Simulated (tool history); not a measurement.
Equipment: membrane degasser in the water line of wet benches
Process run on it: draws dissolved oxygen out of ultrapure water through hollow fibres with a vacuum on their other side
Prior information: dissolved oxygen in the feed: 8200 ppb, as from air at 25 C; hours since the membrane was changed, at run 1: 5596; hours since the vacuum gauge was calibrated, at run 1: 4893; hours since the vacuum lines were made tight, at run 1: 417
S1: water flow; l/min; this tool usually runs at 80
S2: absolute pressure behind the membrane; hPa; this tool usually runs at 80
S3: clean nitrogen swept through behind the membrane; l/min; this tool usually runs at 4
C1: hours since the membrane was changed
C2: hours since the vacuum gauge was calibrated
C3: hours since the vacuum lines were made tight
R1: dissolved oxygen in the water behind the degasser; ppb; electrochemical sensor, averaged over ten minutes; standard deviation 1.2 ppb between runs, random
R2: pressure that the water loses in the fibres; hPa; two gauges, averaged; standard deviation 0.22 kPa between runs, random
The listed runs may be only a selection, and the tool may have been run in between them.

run 1 hour=0 | S1=80 S2=80 S3=4 | C1=5596 C2=4893 C3=417 | R1=223.1 R2=543
run 2 hour=82.7 | S1=80 S2=80 S3=4 | C1=5679 C2=4976 C3=500 | R1=226.2 R2=539.7
run 3 hour=180.7 | S1=80 S2=80 S3=4 | C1=5777 C2=5074 C3=598 | R1=224.2 R2=545
run 4 hour=315.7 | S1=104 S2=80 S3=4 | C1=5912 C2=5209 C3=733 | R1=295.7 R2=706.8
run 5 hour=472.3 | S1=104 S2=80 S3=4 | C1=6069 C2=5366 C3=889 | R1=297.5 R2=704.9
run 6 hour=538.6 | S1=104 S2=80 S3=4 | C1=6135 C2=5432 C3=956 | R1=297.9 R2=711.6
run 7 hour=663.6 | S1=105 S2=80 S3=4 | C1=6260 C2=5557 C3=1081 | R1=301 R2=718.8
run 8 hour=773.9 | S1=105 S2=80 S3=4 | C1=6370 C2=5667 C3=1191 | R1=299.6 R2=718
run 9 hour=856.6 | S1=80 S2=80 S3=4 | C1=6453 C2=5750 C3=1274 | R1=226.9 R2=546.8
run 10 hour=956.3 | S1=80 S2=80 S3=4 | C1=6553 C2=5850 C3=1373 | R1=228.2 R2=552.6
-- hour=1077 vacuum gauge calibrated
run 11 hour=1077 | S1=80 S2=80 S3=4 | C1=6673 C2=0 C3=1493 | R1=215.4 R2=548.5
run 12 hour=1194.9 | S1=80 S2=80 S3=4 | C1=6791 C2=118 C3=1611 | R1=216.9 R2=546.6
run 13 hour=1344.5 | S1=80 S2=80 S3=4 | C1=6940 C2=268 C3=1761 | R1=214.8 R2=550.2
run 14 hour=1416.2 | S1=94 S2=80 S3=4 | C1=7012 C2=339 C3=1833 | R1=256.7 R2=645.6
run 15 hour=1553 | S1=94 S2=80 S3=4 | C1=7149 C2=476 C3=1969 | R1=256.4 R2=649.7
run 16 hour=1671.6 | S1=94 S2=80 S3=4 | C1=7267 C2=595 C3=2088 | R1=255.8 R2=650.6
run 17 hour=1786.9 | S1=59 S2=80 S3=4 | C1=7383 C2=710 C3=2203 | R1=160.7 R2=406.9
run 18 hour=1923.2 | S1=59 S2=80 S3=4 | C1=7519 C2=846 C3=2340 | R1=161.3 R2=407.7
run 19 hour=2067.7 | S1=105 S2=130.2 S3=4 | C1=7664 C2=991 C3=2484 | R1=547.2 R2=731
run 20 hour=2132.3 | S1=97 S2=61.8 S3=5.85 | C1=7728 C2=1055 C3=2549 | R1=130.7 R2=671.5
run 21 hour=2277.4 | S1=97 S2=61.8 S3=5.85 | C1=7873 C2=1200 C3=2694 | R1=130.4 R2=671.9
run 22 hour=2402.3 | S1=80 S2=80.1 S3=8.98 | C1=7998 C2=1325 C3=2819 | R1=109.4 R2=558.4
run 23 hour=2501.4 | S1=80 S2=80.1 S3=8.98 | C1=8097 C2=1424 C3=2918 | R1=107.8 R2=556
run 24 hour=2597.6 | S1=66 S2=80.1 S3=1.76 | C1=8193 C2=1521 C3=3014 | R1=359.2 R2=459.4
run 25 hour=2725.5 | S1=80 S2=59.4 S3=4 | C1=8321 C2=1648 C3=3142 | R1=131 R2=559.5
run 26 hour=2811.7 | S1=95 S2=70.1 S3=4.04 | C1=8407 C2=1735 C3=3228 | R1=212.7 R2=662.9
run 27 hour=2943.2 | S1=95 S2=70.1 S3=4.04 | C1=8539 C2=1866 C3=3360 | R1=212 R2=665.8
run 28 hour=3090.2 | S1=56 S2=70.8 S3=11.94 | C1=8686 C2=2013 C3=3507 | R1=45.8 R2=387.9
run 29 hour=3187.4 | S1=64 S2=54.9 S3=2.25 | C1=8783 C2=2110 C3=3604 | R1=142.5 R2=449.2
run 30 hour=3272.9 | S1=125 S2=137.8 S3=2.38 | C1=8869 C2=2196 C3=3689 | R1=1008.4 R2=881.6
run 31 hour=3383.7 | S1=125 S2=137.8 S3=2.38 | C1=8979 C2=2307 C3=3800 | R1=1008.8 R2=883.4
run 32 hour=3453 | S1=125 S2=137.8 S3=1.87 | C1=9049 C2=2376 C3=3869 | R1=1178 R2=883.4
run 33 hour=3547 | S1=68 S2=148.7 S3=1.8 | C1=9143 C2=2470 C3=3964 | R1=827.6 R2=479

What if the next run were any one of these 3? Each begins from the tool's condition after run 33:
run A hour=3686.2 | S1=57 S2=87.5 S3=1.8 | C1=9282 C2=2609 C3=4103 | R1=? R2=?
run B hour=3686.2 | S1=68 S2=167.3 S3=1.8 | C1=9282 C2=2609 C3=4103 | R1=? R2=?
run C hour=3686.2 | S1=73 S2=85.6 S3=1.97 | C1=9282 C2=2609 C3=4103 | R1=? R2=?

run=A R1=360.1 R2=399
run=B R1=945.8 R2=479.9
run=C R1=401.9 R2=513.8
Had the tool no hidden state, the same runs would have come out as:
run=A R1=353.7 R2=364.8
run=B R1=938.2 R2=438.8
run=C R1=393.4 R2=469.7

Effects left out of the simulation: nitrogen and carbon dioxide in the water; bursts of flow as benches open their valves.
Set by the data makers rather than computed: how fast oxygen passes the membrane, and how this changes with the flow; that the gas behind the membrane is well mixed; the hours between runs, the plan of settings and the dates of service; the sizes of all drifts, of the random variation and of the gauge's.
